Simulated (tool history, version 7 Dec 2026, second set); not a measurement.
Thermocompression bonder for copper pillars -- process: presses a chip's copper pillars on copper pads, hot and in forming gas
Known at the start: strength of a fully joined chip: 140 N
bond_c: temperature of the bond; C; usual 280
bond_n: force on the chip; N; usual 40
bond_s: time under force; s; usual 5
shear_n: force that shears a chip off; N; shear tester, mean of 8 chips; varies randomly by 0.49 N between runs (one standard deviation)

Run 1, hour 0.0: usual settings. Result: shear_n 62.9 N.
Run 2, hour 4.0: usual settings. Result: shear_n 63.5 N.
Run 3, hour 10.0: usual settings. Result: shear_n 64.3 N.
Run 4, hour 18.4: usual settings. Result: shear_n 63.2 N.
Run 5, hour 26.8: usual settings but bond_c 258 C. Result: shear_n 47.0 N.
Run 6, hour 34.5: usual settings but bond_c 258 C. Result: shear_n 46.4 N.
Run 7, hour 42.4: usual settings but bond_c 258 C, bond_s 9 s. Result: shear_n 58.6 N.
Run 8, hour 50.4: usual settings but bond_c 258 C, bond_s 9 s. Result: shear_n 60.4 N.
Run 9, hour 54.5: usual settings but bond_s 10 s. Result: shear_n 80.6 N.
Run 10, hour 63.4: usual settings but bond_s 10 s. Result: shear_n 79.3 N.
Run 11, hour 67.7: usual settings but bond_c 255 C. Result: shear_n 44.9 N.
At hour 70.5: heater calibrated with a thermocouple chip.
Run 12, hour 76.2: usual settings but bond_c 255 C. Result: shear_n 45.4 N.
Run 13, hour 81.0: usual settings. Result: shear_n 63.1 N.
Run 14, hour 87.4: usual settings. Result: shear_n 63.6 N.
Run 15, hour 94.5: usual settings. Result: shear_n 63.2 N.
At hour 98.5: heater calibrated with a thermocouple chip, once more.
Run 16, hour 102.1: usual settings but bond_c 258 C, bond_s 3 s. Result: shear_n 37.5 N.
Run 17, hour 106.0: usual settings but bond_c 258 C, bond_s 4 s. Result: shear_n 41.6 N.
Run 18, hour 112.0: usual settings but bond_n 49 N, bond_s 4 s. Result: shear_n 69.9 N.
Run 19, hour 119.1: usual settings but bond_c 258 C, bond_n 32 N, bond_s 12 s. Result: shear_n 51.6 N.
Run 20, hour 125.8: usual settings but bond_n 56 N, bond_s 3 s. Result: shear_n 71.5 N.
Run 21, hour 135.1: usual settings but bond_c 255 C, bond_n 30 N, bond_s 3 s. Result: shear_n 24.8 N.
Run 22, hour 143.4: usual settings but bond_c 295 C, bond_n 25 N, bond_s 7 s. Result: shear_n 52.1 N.
Run 23, hour 148.7: usual settings but bond_c 295 C, bond_n 25 N, bond_s 7 s. Result: shear_n 52.0 N.
Run 24, hour 154.9: usual settings but bond_c 303 C, bond_n 53 N, bond_s 3 s. Result: shear_n 86.4 N.
Run 25, hour 161.0: usual settings but bond_c 303 C. Result: shear_n 80.3 N.
Run 26, hour 168.7: usual settings but bond_c 260 C, bond_n 34 N, bond_s 6 s. Result: shear_n 42.8 N.
Run 27, hour 173.2: usual settings but bond_c 291 C, bond_n 24 N. Result: shear_n 40.3 N.
Run 28, hour 178.6: usual settings but bond_c 258 C, bond_n 38 N, bond_s 10 s. Result: shear_n 56.5 N.
Run 29, hour 186.9: usual settings but bond_s 11 s. Result: shear_n 78.9 N.
Run 30, hour 194.2: usual settings but bond_s 11 s. Result: shear_n 79.9 N.

Consider 4 possible next runs. They are alternatives, not a sequence: every one starts from the tool as it was left by run 30. What does each give?
Run A, hour 200.2: usual settings but bond_c 255 C, bond_s 4 s. Result: shear_n ?.
Run B, hour 200.2: usual settings but bond_n 38 N, bond_s 6 s. Result: shear_n ?.
Run C, hour 200.2: usual settings but bond_c 297 C, bond_n 58 N. Result: shear_n ?.
Run D, hour 200.2: usual settings but bond_c 290 C, bond_n 33 N. Result: shear_n ?.

run  shear_n
  A     40.6
  B     61.6
  C     98.6
  D     56.8
Stripped of hidden state, with their random variation kept, the same runs would have yielded:
run  shear_n
  A     44.4
  B     67.2
  C    106.2
  D     62.0
